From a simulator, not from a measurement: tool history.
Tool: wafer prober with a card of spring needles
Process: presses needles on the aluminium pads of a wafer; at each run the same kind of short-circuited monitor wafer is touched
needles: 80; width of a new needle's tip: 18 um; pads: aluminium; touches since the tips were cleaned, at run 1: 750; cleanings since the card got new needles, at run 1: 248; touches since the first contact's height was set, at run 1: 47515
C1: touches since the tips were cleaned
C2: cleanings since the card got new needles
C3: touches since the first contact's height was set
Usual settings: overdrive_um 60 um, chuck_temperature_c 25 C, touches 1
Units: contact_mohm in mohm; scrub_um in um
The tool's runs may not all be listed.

{"run": 1, "hour": 0.0, "overdrive_um": 60, "chuck_temperature_c": 25, "touches": 1, "C1": 750, "C2": 248, "C3": 47515, "contact_mohm": 168, "scrub_um": 13.38}
{"hour": 4.4, "done": "tips cleaned on abrasive film"}
{"hour": 11.6, "done": "tips cleaned on abrasive film"}
{"hour": 18.9, "done": "tips cleaned on abrasive film"}
{"hour": 24.7, "done": "tips cleaned on abrasive film"}
{"hour": 32.0, "done": "tips cleaned on abrasive film"}
{"hour": 39.2, "done": "tips cleaned on abrasive film"}
{"hour": 46.5, "done": "tips cleaned on abrasive film"}
{"hour": 53.7, "done": "tips cleaned on abrasive film"}
{"hour": 61.0, "done": "tips cleaned on abrasive film"}
{"run": 2, "hour": 61.4, "overdrive_um": 60, "chuck_temperature_c": 25, "touches": 1, "C1": 185, "C2": 257, "C3": 73208, "contact_mohm": 167, "scrub_um": 13.41}
{"hour": 63.1, "done": "height of the first contact set anew"}
{"hour": 67.5, "done": "tips cleaned on abrasive film"}
{"hour": 73.3, "done": "tips cleaned on abrasive film"}
{"hour": 80.6, "done": "tips cleaned on abrasive film"}
{"hour": 87.8, "done": "tips cleaned on abrasive film"}
{"hour": 93.7, "done": "tips cleaned on abrasive film"}
{"hour": 100.9, "done": "tips cleaned on abrasive film"}
{"hour": 108.2, "done": "tips cleaned on abrasive film"}
{"hour": 114.0, "done": "tips cleaned on abrasive film"}
{"run": 3, "hour": 116.8, "overdrive_um": 60, "chuck_temperature_c": 25, "touches": 1, "C1": 1189, "C2": 265, "C3": 22446, "contact_mohm": 170, "scrub_um": 13.44}
{"hour": 121.2, "done": "tips cleaned on abrasive film"}
{"hour": 128.4, "done": "tips cleaned on abrasive film"}
{"hour": 134.3, "done": "tips cleaned on abrasive film"}
{"hour": 141.5, "done": "tips cleaned on abrasive film"}
{"hour": 148.8, "done": "tips cleaned on abrasive film"}
{"hour": 154.9, "done": "tips cleaned on abrasive film"}
{"run": 4, "hour": 154.9, "overdrive_um": 60, "chuck_temperature_c": 25, "touches": 1, "C1": 0, "C2": 271, "C3": 38368, "contact_mohm": 170, "scrub_um": 13.34}
{"hour": 160.7, "done": "tips cleaned on abrasive film"}
{"hour": 166.5, "done": "tips cleaned on abrasive film"}
{"hour": 173.8, "done": "tips cleaned on abrasive film"}
{"hour": 181.0, "done": "tips cleaned on abrasive film"}
{"hour": 188.3, "done": "tips cleaned on abrasive film"}
{"hour": 195.5, "done": "tips cleaned on abrasive film"}
{"hour": 201.4, "done": "tips cleaned on abrasive film"}
{"hour": 208.6, "done": "tips cleaned on abrasive film"}
{"hour": 220.6, "done": "card fitted with new needles"}
{"run": 5, "hour": 220.7, "overdrive_um": 60, "chuck_temperature_c": 101, "touches": 1, "C1": 24, "C2": 0, "C3": 24, "contact_mohm": 183, "scrub_um": 13.34}
{"hour": 226.5, "done": "tips cleaned on abrasive film"}
{"hour": 233.7, "done": "tips cleaned on abrasive film"}
{"hour": 241.0, "done": "tips cleaned on abrasive film"}
{"hour": 247.3, "done": "tips cleaned on abrasive film"}
{"run": 6, "hour": 247.3, "overdrive_um": 60, "chuck_temperature_c": 101, "touches": 1, "C1": 0, "C2": 4, "C3": 11182, "contact_mohm": 183, "scrub_um": 13.37}
{"hour": 253.2, "done": "tips cleaned on abrasive film"}
{"hour": 260.4, "done": "tips cleaned on abrasive film"}
{"hour": 266.2, "done": "tips cleaned on abrasive film"}
{"hour": 273.5, "done": "tips cleaned on abrasive film"}
{"hour": 280.7, "done": "tips cleaned on abrasive film"}
{"hour": 288.0, "done": "tips cleaned on abrasive film"}
{"hour": 295.2, "done": "tips cleaned on abrasive film"}
{"run": 7, "hour": 300.9, "overdrive_um": 55, "chuck_temperature_c": 25, "touches": 1, "C1": 2426, "C2": 11, "C3": 33650, "contact_mohm": 169, "scrub_um": 12.27}
{"hour": 302.5, "done": "tips cleaned on abrasive film"}
{"hour": 309.7, "done": "tips cleaned on abrasive film"}
{"hour": 317.0, "done": "tips cleaned on abrasive film"}
{"hour": 324.2, "done": "tips cleaned on abrasive film"}
{"hour": 331.5, "done": "tips cleaned on abrasive film"}
{"hour": 337.3, "done": "tips cleaned on abrasive film"}
{"hour": 344.6, "done": "tips cleaned on abrasive film"}
{"hour": 350.4, "done": "tips cleaned on abrasive film"}
{"hour": 357.6, "done": "tips cleaned on abrasive film"}
{"run": 8, "hour": 361.2, "overdrive_um": 62, "chuck_temperature_c": 97, "touches": 1, "C1": 1537, "C2": 20, "C3": 58874, "contact_mohm": 184, "scrub_um": 13.79}
{"hour": 364.2, "done": "tips cleaned on abrasive film"}
{"hour": 370.0, "done": "tips cleaned on abrasive film"}
{"hour": 377.3, "done": "tips cleaned on abrasive film"}
{"hour": 384.5, "done": "tips cleaned on abrasive film"}
{"hour": 391.8, "done": "tips cleaned on abrasive film"}
{"run": 9, "hour": 392.7, "overdrive_um": 60, "chuck_temperature_c": 70, "touches": 1, "C1": 385, "C2": 25, "C3": 72012, "contact_mohm": 179, "scrub_um": 13.33}
{"hour": 397.3, "done": "height of the first contact set anew"}
{"hour": 398.8, "done": "tips cleaned on abrasive film"}
{"hour": 406.1, "done": "tips cleaned on abrasive film"}
{"hour": 413.3, "done": "tips cleaned on abrasive film"}
{"hour": 420.6, "done": "tips cleaned on abrasive film"}
{"hour": 427.8, "done": "tips cleaned on abrasive film"}
{"hour": 433.6, "done": "tips cleaned on abrasive film"}
{"hour": 440.9, "done": "tips cleaned on abrasive film"}
{"hour": 446.7, "done": "tips cleaned on abrasive film"}
{"run": 10, "hour": 447.3, "overdrive_um": 60, "chuck_temperature_c": 70, "touches": 1, "C1": 242, "C2": 33, "C3": 20892, "contact_mohm": 177, "scrub_um": 13.46}
{"hour": 453.1, "done": "tips cleaned on abrasive film"}
{"hour": 460.3, "done": "tips cleaned on abrasive film"}
{"hour": 467.6, "done": "tips cleaned on abrasive film"}
{"hour": 474.8, "done": "tips cleaned on abrasive film"}
{"hour": 480.7, "done": "tips cleaned on abrasive film"}
{"hour": 487.9, "done": "tips cleaned on abrasive film"}
{"run": 11, "hour": 490.2, "overdrive_um": 60, "chuck_temperature_c": 70, "touches": 1, "C1": 966, "C2": 39, "C3": 38864, "contact_mohm": 178, "scrub_um": 13.36}
{"hour": 494.6, "done": "tips cleaned on abrasive film"}
{"hour": 501.8, "done": "tips cleaned on abrasive film"}
{"hour": 507.7, "done": "tips cleaned on abrasive film"}
{"hour": 514.9, "done": "tips cleaned on abrasive film"}
{"hour": 520.7, "done": "tips cleaned on abrasive film"}
{"hour": 528.0, "done": "tips cleaned on abrasive film"}
{"run": 12, "hour": 528.8, "overdrive_um": 60, "chuck_temperature_c": 47, "touches": 3, "C1": 345, "C2": 45, "C3": 55000, "contact_mohm": 173, "scrub_um": 13.35}

Hidden state at the last listed run before each entry between runs and at the first one after, where it differs:
Between runs 1 and 2: tips cleaned on abrasive film (hour 4.4); tips cleaned on abrasive film (hour 11.6); tips cleaned on abrasive film (hour 18.9); tips cleaned on abrasive film (hour 24.7); tips cleaned on abrasive film (hour 32.0); tips cleaned on abrasive film (hour 39.2); tips cleaned on abrasive film (hour 46.5); tips cleaned on abrasive film (hour 53.7); tips cleaned on abrasive film (hour 61.0)
  no hidden state differs between the two runs
Between runs 2 and 3: height of the first contact set anew (hour 63.1); tips cleaned on abrasive film (hour 67.5); tips cleaned on abrasive film (hour 73.3); tips cleaned on abrasive film (hour 80.6); tips cleaned on abrasive film (hour 87.8); tips cleaned on abrasive film (hour 93.7); tips cleaned on abrasive film (hour 100.9); tips cleaned on abrasive film (hour 108.2); tips cleaned on abrasive film (hour 114.0)
  no hidden state differs between the two runs
Between runs 3 and 4: tips cleaned on abrasive film (hour 121.2); tips cleaned on abrasive film (hour 128.4); tips cleaned on abrasive film (hour 134.3); tips cleaned on abrasive film (hour 141.5); tips cleaned on abrasive film (hour 148.8); tips cleaned on abrasive film (hour 154.9)
  no hidden state differs between the two runs
Between runs 4 and 5: tips cleaned on abrasive film (hour 160.7); tips cleaned on abrasive film (hour 166.5); tips cleaned on abrasive film (hour 173.8); tips cleaned on abrasive film (hour 181.0); tips cleaned on abrasive film (hour 188.3); tips cleaned on abrasive film (hour 195.5); tips cleaned on abrasive film (hour 201.4); tips cleaned on abrasive film (hour 208.6); card fitted with new needles (hour 220.6)
  tips' diameter, um: 18.01 -> 18
Between runs 5 and 6: tips cleaned on abrasive film (hour 226.5); tips cleaned on abrasive film (hour 233.7); tips cleaned on abrasive film (hour 241.0); tips cleaned on abrasive film (hour 247.3)
  no hidden state differs between the two runs
Between runs 6 and 7: tips cleaned on abrasive film (hour 253.2); tips cleaned on abrasive film (hour 260.4); tips cleaned on abrasive film (hour 266.2); tips cleaned on abrasive film (hour 273.5); tips cleaned on abrasive film (hour 280.7); tips cleaned on abrasive film (hour 288.0); tips cleaned on abrasive film (hour 295.2)
  debris on the tips, nm: 0 -> 0.1
Between runs 7 and 8: tips cleaned on abrasive film (hour 302.5); tips cleaned on abrasive film (hour 309.7); tips cleaned on abrasive film (hour 317.0); tips cleaned on abrasive film (hour 324.2); tips cleaned on abrasive film (hour 331.5); tips cleaned on abrasive film (hour 337.3); tips cleaned on abrasive film (hour 344.6); tips cleaned on abrasive film (hour 350.4); tips cleaned on abrasive film (hour 357.6)
  no hidden state differs between the two runs
Between runs 8 and 9: tips cleaned on abrasive film (hour 364.2); tips cleaned on abrasive film (hour 370.0); tips cleaned on abrasive film (hour 377.3); tips cleaned on abrasive film (hour 384.5); tips cleaned on abrasive film (hour 391.8)
  debris on the tips, nm: 0.1 -> 0
Between runs 9 and 10: height of the first contact set anew (hour 397.3); tips cleaned on abrasive film (hour 398.8); tips cleaned on abrasive film (hour 406.1); tips cleaned on abrasive film (hour 413.3); tips cleaned on abrasive film (hour 420.6); tips cleaned on abrasive film (hour 427.8); tips cleaned on abrasive film (hour 433.6); tips cleaned on abrasive film (hour 440.9); tips cleaned on abrasive film (hour 446.7)
  no hidden state differs between the two runs
Between runs 10 and 11: tips cleaned on abrasive film (hour 453.1); tips cleaned on abrasive film (hour 460.3); tips cleaned on abrasive film (hour 467.6); tips cleaned on abrasive film (hour 474.8); tips cleaned on abrasive film (hour 480.7); tips cleaned on abrasive film (hour 487.9)
  no hidden state differs between the two runs
Between runs 11 and 12: tips cleaned on abrasive film (hour 494.6); tips cleaned on abrasive film (hour 501.8); tips cleaned on abrasive film (hour 507.7); tips cleaned on abrasive film (hour 514.9); tips cleaned on abrasive film (hour 520.7); tips cleaned on abrasive film (hour 528.0)
  no hidden state differs between the two runs
